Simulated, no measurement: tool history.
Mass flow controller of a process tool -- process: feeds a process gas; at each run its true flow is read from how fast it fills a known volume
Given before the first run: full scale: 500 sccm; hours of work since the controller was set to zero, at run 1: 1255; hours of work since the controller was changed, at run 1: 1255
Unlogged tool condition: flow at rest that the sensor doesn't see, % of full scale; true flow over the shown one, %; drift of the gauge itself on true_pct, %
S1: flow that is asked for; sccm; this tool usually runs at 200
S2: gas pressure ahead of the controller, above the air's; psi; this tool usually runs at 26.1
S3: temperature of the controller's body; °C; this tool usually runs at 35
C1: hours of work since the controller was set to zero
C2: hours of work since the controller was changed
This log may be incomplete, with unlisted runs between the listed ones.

{"run": 1, "hour": 0.0, "S1": 200, "S2": 26.1, "S3": 35, "C1": 1255, "C2": 1255, "true flow (%)": 98.5}
{"run": 2, "hour": 411.7, "S1": 200, "S2": 26.1, "S3": 35, "C1": 1432, "C2": 1432, "true flow (%)": 98.57}
{"run": 3, "hour": 589.7, "S1": 200, "S2": 26.1, "S3": 27, "C1": 1509, "C2": 1509, "true flow (%)": 98.41}
{"run": 4, "hour": 825.6, "S1": 200, "S2": 26.1, "S3": 27, "C1": 1611, "C2": 1611, "true flow (%)": 98.31}
{"run": 5, "hour": 1241.2, "S1": 200, "S2": 26.1, "S3": 27, "C1": 1790, "C2": 1790, "true flow (%)": 98.54}
{"run": 6, "hour": 1629.7, "S1": 200, "S2": 23.5, "S3": 35, "C1": 1958, "C2": 1958, "true flow (%)": 98.67}
{"run": 7, "hour": 1820.3, "S1": 200, "S2": 26.1, "S3": 33, "C1": 2040, "C2": 2040, "true flow (%)": 98.76}
{"run": 8, "hour": 2233.1, "S1": 200, "S2": 26.1, "S3": 33, "C1": 2218, "C2": 2218, "true flow (%)": 98.83}
{"run": 9, "hour": 2535.2, "S1": 200, "S2": 26.0, "S3": 35, "C1": 2349, "C2": 2349, "true flow (%)": 98.94}
{"run": 10, "hour": 2908.4, "S1": 200, "S2": 26.0, "S3": 35, "C1": 2510, "C2": 2510, "true flow (%)": 98.9}
{"run": 11, "hour": 3278.4, "S1": 200, "S2": 26.1, "S3": 35, "C1": 2670, "C2": 2670, "true flow (%)": 98.99}
{"run": 12, "hour": 3665.2, "S1": 172, "S2": 26.1, "S3": 35, "C1": 2836, "C2": 2836, "true flow (%)": 99.01}
{"run": 13, "hour": 3951.8, "S1": 172, "S2": 26.1, "S3": 35, "C1": 2960, "C2": 2960, "true flow (%)": 98.97}
{"run": 14, "hour": 4307.3, "S1": 172, "S2": 26.1, "S3": 35, "C1": 3114, "C2": 3114, "true flow (%)": 98.94}
{"run": 15, "hour": 4489.7, "S1": 172, "S2": 26.1, "S3": 35, "C1": 3192, "C2": 3192, "true flow (%)": 98.94}
{"run": 16, "hour": 4706.4, "S1": 200, "S2": 26.1, "S3": 35, "C1": 3286, "C2": 3286, "true flow (%)": 99.2}
{"run": 17, "hour": 5031.4, "S1": 200, "S2": 26.1, "S3": 27, "C1": 3426, "C2": 3426, "true flow (%)": 98.96}
{"run": 18, "hour": 5277.2, "S1": 200, "S2": 36.4, "S3": 35, "C1": 3532, "C2": 3532, "true flow (%)": 99.68}
{"run": 19, "hour": 5588.8, "S1": 200, "S2": 26.1, "S3": 35, "C1": 3667, "C2": 3667, "true flow (%)": 99.33}
{"run": 20, "hour": 5970.5, "S1": 200, "S2": 26.1, "S3": 35, "C1": 3831, "C2": 3831, "true flow (%)": 99.38}
{"run": 21, "hour": 6363.3, "S1": 200, "S2": 26.1, "S3": 35, "C1": 4001, "C2": 4001, "true flow (%)": 99.41}
{"run": 22, "hour": 6771.6, "S1": 378, "S2": 26.1, "S3": 35, "C1": 4177, "C2": 4177, "true flow (%)": 100.42}
{"run": 23, "hour": 7086.7, "S1": 378, "S2": 26.1, "S3": 35, "C1": 4313, "C2": 4313, "true flow (%)": 100.44}
{"run": 24, "hour": 7485.6, "S1": 200, "S2": 26.1, "S3": 35, "C1": 4485, "C2": 4485, "true flow (%)": 99.68}
{"run": 25, "hour": 7759.0, "S1": 356, "S2": 23.1, "S3": 33, "C1": 4603, "C2": 4603, "true flow (%)": 100.33}
{"run": 26, "hour": 8077.1, "S1": 118, "S2": 23.1, "S3": 33, "C1": 4740, "C2": 4740, "true flow (%)": 98.95}
{"run": 27, "hour": 8491.8, "S1": 118, "S2": 23.1, "S3": 33, "C1": 4919, "C2": 4919, "true flow (%)": 98.99}
{"run": 28, "hour": 8920.9, "S1": 118, "S2": 23.1, "S3": 33, "C1": 5105, "C2": 5105, "true flow (%)": 99.03}
{"run": 29, "hour": 9192.0, "S1": 118, "S2": 23.1, "S3": 33, "C1": 5222, "C2": 5222, "true flow (%)": 99.24}
{"run": 30, "hour": 9564.9, "S1": 356, "S2": 26.1, "S3": 35, "C1": 5382, "C2": 5382, "true flow (%)": 100.82}
{"hour": 9939.0, "done": "controller's zero set anew"}
{"run": 31, "hour": 9983.7, "S1": 200, "S2": 24.2, "S3": 22, "C1": 19, "C2": 5563, "true flow (%)": 99.54}
{"run": 32, "hour": 10220.1, "S1": 200, "S2": 25.5, "S3": 26, "C1": 121, "C2": 5665, "true flow (%)": 99.56}
{"run": 33, "hour": 10458.5, "S1": 66, "S2": 38.1, "S3": 35, "C1": 224, "C2": 5768, "true flow (%)": 99.83}
{"run": 34, "hour": 10849.9, "S1": 66, "S2": 38.1, "S3": 35, "C1": 393, "C2": 5937, "true flow (%)": 99.89}
{"run": 35, "hour": 11066.2, "S1": 110, "S2": 38.6, "S3": 35, "C1": 486, "C2": 6030, "true flow (%)": 100.13}
{"run": 36, "hour": 11460.1, "S1": 110, "S2": 38.6, "S3": 35, "C1": 656, "C2": 6200, "true flow (%)": 100.19}
{"run": 37, "hour": 11746.4, "S1": 93, "S2": 24.7, "S3": 35, "C1": 780, "C2": 6324, "true flow (%)": 99.5}
{"hour": 12049.0, "done": "controller exchanged for a calibrated one"}
{"run": 38, "hour": 12097.3, "S1": 200, "S2": 25.8, "S3": 26, "C1": 21, "C2": 21, "true flow (%)": 99.93}
{"run": 39, "hour": 12447.5, "S1": 113, "S2": 30.7, "S3": 33, "C1": 172, "C2": 172, "true flow (%)": 99.92}
{"run": 40, "hour": 12680.9, "S1": 73, "S2": 26.1, "S3": 35, "C1": 273, "C2": 273, "true flow (%)": 99.71}
{"hour": 12715.5, "done": "gauge calibrated"}
{"run": 41, "hour": 12913.1, "S1": 73, "S2": 26.1, "S3": 35, "C1": 373, "C2": 373, "true flow (%)": 97.87}
{"run": 42, "hour": 13251.4, "S1": 174, "S2": 26.1, "S3": 23, "C1": 519, "C2": 519, "true flow (%)": 98.15}
{"run": 43, "hour": 13473.0, "S1": 174, "S2": 26.0, "S3": 25, "C1": 615, "C2": 615, "true flow (%)": 98.27}
{"run": 44, "hour": 13836.7, "S1": 87, "S2": 33.1, "S3": 20, "C1": 771, "C2": 771, "true flow (%)": 98.0}
{"run": 45, "hour": 14066.5, "S1": 160, "S2": 37.3, "S3": 30, "C1": 871, "C2": 871, "true flow (%)": 98.95}
{"run": 46, "hour": 14453.7, "S1": 160, "S2": 37.3, "S3": 30, "C1": 1038, "C2": 1038, "true flow (%)": 99.08}
{"run": 47, "hour": 14711.6, "S1": 160, "S2": 37.3, "S3": 30, "C1": 1149, "C2": 1149, "true flow (%)": 98.91}

Table of differences, measured result less the result of that run with no hidden state. Run-to-run variation is the same in both. Gauge scatter possibly is not:
run=1 true_flow_(%)=-0.01
run=2 true_flow_(%)=+0.05
run=3 true_flow_(%)=+0.07
run=4 true_flow_(%)=+0.10
run=5 true_flow_(%)=+0.16
run=6 true_flow_(%)=+0.22
run=7 true_flow_(%)=+0.24
run=8 true_flow_(%)=+0.30
run=9 true_flow_(%)=+0.34
run=10 true_flow_(%)=+0.38
run=11 true_flow_(%)=+0.44
run=12 true_flow_(%)=+0.48
run=13 true_flow_(%)=+0.52
run=14 true_flow_(%)=+0.57
run=15 true_flow_(%)=+0.60
run=16 true_flow_(%)=+0.63
run=17 true_flow_(%)=+0.67
run=18 true_flow_(%)=+0.71
run=19 true_flow_(%)=+0.74
run=20 true_flow_(%)=+0.80
run=21 true_flow_(%)=+0.86
run=22 true_flow_(%)=+0.91
run=23 true_flow_(%)=+0.96
run=24 true_flow_(%)=+1.00
run=25 true_flow_(%)=+1.05
run=26 true_flow_(%)=+1.07
run=27 true_flow_(%)=+1.12
run=28 true_flow_(%)=+1.18
run=29 true_flow_(%)=+1.22
run=30 true_flow_(%)=+1.30
run=31 true_flow_(%)=+1.34
run=32 true_flow_(%)=+1.38
run=33 true_flow_(%)=+1.41
run=34 true_flow_(%)=+1.46
run=35 true_flow_(%)=+1.50
run=36 true_flow_(%)=+1.55
run=37 true_flow_(%)=+1.57
run=38 true_flow_(%)=+1.67
run=39 true_flow_(%)=+1.71
run=40 true_flow_(%)=+1.74
run=41 true_flow_(%)=+0.03
run=42 true_flow_(%)=+0.07
run=43 true_flow_(%)=+0.10
run=44 true_flow_(%)=+0.15
run=45 true_flow_(%)=+0.18
run=46 true_flow_(%)=+0.24
run=47 true_flow_(%)=+0.27
